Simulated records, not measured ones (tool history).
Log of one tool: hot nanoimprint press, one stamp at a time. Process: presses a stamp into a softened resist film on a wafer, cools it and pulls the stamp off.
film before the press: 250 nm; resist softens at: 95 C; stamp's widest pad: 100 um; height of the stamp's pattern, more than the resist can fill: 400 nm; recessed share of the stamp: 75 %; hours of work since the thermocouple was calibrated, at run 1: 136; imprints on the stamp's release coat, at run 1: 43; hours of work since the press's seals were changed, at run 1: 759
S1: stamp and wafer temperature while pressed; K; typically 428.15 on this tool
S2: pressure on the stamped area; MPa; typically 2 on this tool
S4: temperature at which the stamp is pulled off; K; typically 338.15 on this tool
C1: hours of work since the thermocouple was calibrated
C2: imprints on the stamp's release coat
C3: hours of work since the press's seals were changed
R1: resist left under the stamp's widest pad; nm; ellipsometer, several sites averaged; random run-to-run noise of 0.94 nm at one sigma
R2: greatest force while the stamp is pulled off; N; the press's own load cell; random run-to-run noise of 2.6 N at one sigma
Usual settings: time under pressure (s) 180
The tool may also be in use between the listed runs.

Run 1, hour 0: usual settings; C1 136; C2 43; C3 759. Result: R1 140.5 nm, R2 138 N.
Run 2, hour 18.8: usual settings; C1 150; C2 86; C3 772. Result: R1 142.1 nm, R2 139 N.
Run 3, hour 35.5: usual settings; C1 162; C2 125; C3 785. Result: R1 140.3 nm, R2 132 N.
Run 4, hour 53.5: usual settings; C1 176; C2 166; C3 798. Result: R1 140 nm, R2 132 N.
Run 5, hour 75: usual settings; C1 191; C2 216; C3 814. Result: R1 142.4 nm, R2 137 N.
Run 6, hour 88.1: usual settings but time under pressure (s) 92; C1 201; C2 246; C3 823. Result: R1 169.9 nm, R2 137 N.
Run 7, hour 119.2: usual settings but S1 429.15 K; C1 224; C2 317; C3 846. Result: R1 136.3 nm, R2 136 N.
Run 8, hour 137.5: usual settings; C1 237; C2 360; C3 860. Result: R1 141.1 nm, R2 136 N.
Run 9, hour 156.1: usual settings; C1 251; C2 402; C3 873. Result: R1 141.5 nm, R2 133 N.
Run 10, hour 183.3: usual settings but S4 330.15 K; C1 271; C2 465; C3 893. Result: R1 141.6 nm, R2 145 N.
Run 11, hour 205.4: usual settings but S4 343.15 K; C1 287; C2 516; C3 909. Result: R1 141.7 nm, R2 129 N.
Run 12, hour 237.8: usual settings; C1 311; C2 590; C3 933. Result: R1 139.5 nm, R2 138 N.
Run 13, hour 254.2: usual settings but S4 332.15 K; C1 323; C2 628; C3 945. Result: R1 141.6 nm, R2 143 N.
Run 14, hour 277.7: usual settings but S4 346.15 K; C1 340; C2 682; C3 963. Result: R1 141.9 nm, R2 126 N.
Run 15, hour 292.7: usual settings but S4 346.15 K; C1 351; C2 717; C3 974. Result: R1 139 nm, R2 124 N.
Run 16, hour 314.8: usual settings but time under pressure (s) 321; C1 368; C2 768; C3 990. Result: R1 116.2 nm, R2 139 N.
Run 17, hour 333.8: usual settings but S1 438.15 K, S4 345.15 K; C1 382; C2 812; C3 1004. Result: R1 104.8 nm, R2 129 N.
Run 18, hour 352.5: usual settings but S1 438.15 K, S2 2.49 MPa, S4 341.15 K; C1 395; C2 855; C3 1017. Result: R1 94.2 nm, R2 131 N.
At hour 369.4: press's hydraulic seals changed and the load cell set to zero.
At hour 374.4: plate thermocouple calibrated.
Run 19, hour 385.8: usual settings; C1 8; C2 906; C3 10. Result: R1 142.6 nm, R2 139 N.
Run 20, hour 403.6: usual settings but S1 416.15 K, S2 1.91 MPa, time under pressure (s) 219, S4 342.15 K; C1 21; C2 947; C3 23. Result: R1 185.9 nm, R2 131 N.
Run 21, hour 418.3: usual settings but S1 416.15 K, S2 1.91 MPa, time under pressure (s) 164, S4 342.15 K; C1 32; C2 981; C3 34. Result: R1 197.6 nm, R2 133 N.
Run 22, hour 446.9: usual settings but S1 416.15 K, S2 1.91 MPa, time under pressure (s) 164, S4 342.15 K; C1 53; C2 1047; C3 55. Result: R1 197.1 nm, R2 133 N.
Run 23, hour 463.2: usual settings but time under pressure (s) 93, S4 332.15 K; C1 65; C2 1084; C3 67. Result: R1 170.7 nm, R2 141 N.
Run 24, hour 492.4: usual settings but S4 325.15 K; C1 87; C2 1152; C3 88. Result: R1 141.1 nm, R2 151 N.
Run 25, hour 506.1: usual settings but S1 417.15 K, S2 1.71 MPa, time under pressure (s) 317, S4 329.15 K; C1 97; C2 1183; C3 98. Result: R1 173.5 nm, R2 147 N.
Run 26, hour 534.7: usual settings but S1 417.15 K, S2 1.71 MPa, time under pressure (s) 317, S4 329.15 K; C1 118; C2 1249; C3 119. Result: R1 173.2 nm, R2 141 N.
Run 27, hour 563.2: usual settings but time under pressure (s) 247, S4 326.15 K; C1 139; C2 1315; C3 140. Result: R1 126 nm, R2 153 N.
At hour 583.6: stamp cleaned and given a new release coat.
Run 28, hour 594.1: usual settings but time under pressure (s) 247, S4 326.15 K; C1 157; C2 24; C3 158. Result: R1 126.3 nm, R2 148 N.

3 options for the next run, each taken on its own from the tool as it stands now. Forecast them:
Run A, hour 615.9: usual settings but time under pressure (s) 247, S4 343.15 K; C1 173; C2 74; C3 175. Result: R1 ?, R2 ?.
Run B, hour 615.9: usual settings but S2 2.83 MPa, time under pressure (s) 229, S4 326.15 K; C1 173; C2 74; C3 175. Result: R1 ?, R2 ?.
Run C, hour 615.9: usual settings but S2 1.41 MPa, time under pressure (s) 160; C1 173; C2 74; C3 175. Result: R1 ?, R2 ?.

run     R1   R2
  A  126.2  127
  B  111.6  149
  C  166.3  138
With no hidden state in the tool, these same runs would have given:
run     R1   R2
  A  126.5  127
  B  111.8  149
  C  166.6  138
